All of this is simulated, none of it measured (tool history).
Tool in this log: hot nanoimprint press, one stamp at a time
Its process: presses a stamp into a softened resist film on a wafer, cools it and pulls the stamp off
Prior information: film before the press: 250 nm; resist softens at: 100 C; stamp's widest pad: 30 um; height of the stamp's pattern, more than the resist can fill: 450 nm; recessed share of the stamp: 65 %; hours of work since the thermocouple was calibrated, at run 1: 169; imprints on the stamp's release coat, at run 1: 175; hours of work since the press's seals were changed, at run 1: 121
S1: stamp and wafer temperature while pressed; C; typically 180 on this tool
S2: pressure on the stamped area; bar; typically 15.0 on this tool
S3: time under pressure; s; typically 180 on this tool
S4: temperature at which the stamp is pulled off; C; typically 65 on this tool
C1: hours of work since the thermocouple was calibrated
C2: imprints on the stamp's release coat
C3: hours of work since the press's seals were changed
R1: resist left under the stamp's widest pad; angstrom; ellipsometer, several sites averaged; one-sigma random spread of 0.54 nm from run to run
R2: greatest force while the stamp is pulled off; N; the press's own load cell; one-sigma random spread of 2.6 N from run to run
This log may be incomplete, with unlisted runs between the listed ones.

run     day   S1    S2   S3  S4   C1   C2   C3    R1   R2
  1   0.000  180  15.0  180  65  169  175  121  1279  126
  2   2.483  178  15.0  180  65  206  442  157  1375  141
      5.142  -- stamp cleaned and given a new release coat
  3   5.142  180  15.0  180  65  241    0  193  1294  119
  4   7.258  180  15.0  180  65  273  227  225  1307  128
  5  10.762  180  10.7  180  65  325  604  277  1521  148
     11.838  -- plate thermocouple calibrated
     12.088  -- stamp cleaned and given a new release coat
  6  14.679  180  10.7  180  65   38  278  329  1554  135
  7  17.500  180  10.7  180  65   80  581  371  1567  144
     18.975  -- stamp cleaned and given a new release coat
  8  21.633  180  10.7  180  65  138  286  429  1577  141
     25.783  -- stamp cleaned and given a new release coat
  9  25.783  180  10.7  180  65  196    0  487  1576  126
 10  28.117  180  15.0  180  65  231  251  521  1377  138
     29.754  -- plate thermocouple calibrated, once more
 11  30.342  180  15.0  180  65    9  476  553  1293  138
     32.850  -- stamp cleaned and given a new release coat
     33.892  -- press's hydraulic seals changed and the load cell set to zero
 12  34.538  180  15.0  182  65   62  145   10  1271  125
 13  38.333  180  15.0  182  65  119  553   66  1285  144
     40.183  -- stamp cleaned and given a new release coat
 14  42.300  180  15.0  182  65  174  227  121  1302  127
 15  44.788  180  15.0  182  65  211  494  158  1310  139
     47.008  -- stamp cleaned and given a new release coat
 16  48.054  180  15.0  182  65  256  112  203  1299  126
 17  51.608  174  14.5  176  67  308  494  256  1625  130
     53.612  -- plate thermocouple calibrated
     54.183  -- stamp cleaned and given a new release coat
 18  54.833  176  14.5  106  67   14   70  298  1695  119
 19  57.121  176  14.5  106  67   48  316  332  1702  125
 20  60.150  180  14.5  240  65   93  641  377  1185  142
     61.046  -- stamp cleaned and given a new release coat
 21  64.208  180  14.5  240  65  150  340  433  1189  130
     68.050  -- stamp cleaned and given a new release coat
 22  68.283  180  14.5  126  65  207   25  490  1471  121
 23  71.971  171  13.0  208  67  261  421  545  1745  130
     74.958  -- stamp cleaned and given a new release coat
 24  75.471  171  13.0  208  67  310   55  593  1741  116
     76.004  -- press's hydraulic seals changed and the load cell set to zero
     77.817  -- plate thermocouple calibrated
 25  78.625  169  13.5  180  65   12  345   37  1840  131
 26  81.092  169  15.0  180  60   49  609   74  1776  152
     82.238  -- stamp cleaned and given a new release coat
 27  84.333  169  15.0  180  60   93  224  118  1784  140

Alternative continuations, all from the tool just after run 27; predict every row:
  A  86.525  168  10.7  180  59  126  460  151   ?   ?
  B  86.525  174  17.8  180  66  126  460  151   ?   ?
  C  86.525  180  15.0  194  65  126  460  151   ?   ?
  D  86.525  180  15.0   91  65  126  460  151   ?   ?
  E  86.525  191  15.0  301  51  126  460  151   ?   ?

run    R1   R2
  A  2021  154
  B  1432  132
  C  1237  137
  D  1585  139
  E   741  184
With the hidden condition removed and each run's random variation left untouched, the same runs would have given:
run    R1   R2
  A  2011  134
  B  1417  115
  C  1225  119
  D  1571  121
  E   733  161

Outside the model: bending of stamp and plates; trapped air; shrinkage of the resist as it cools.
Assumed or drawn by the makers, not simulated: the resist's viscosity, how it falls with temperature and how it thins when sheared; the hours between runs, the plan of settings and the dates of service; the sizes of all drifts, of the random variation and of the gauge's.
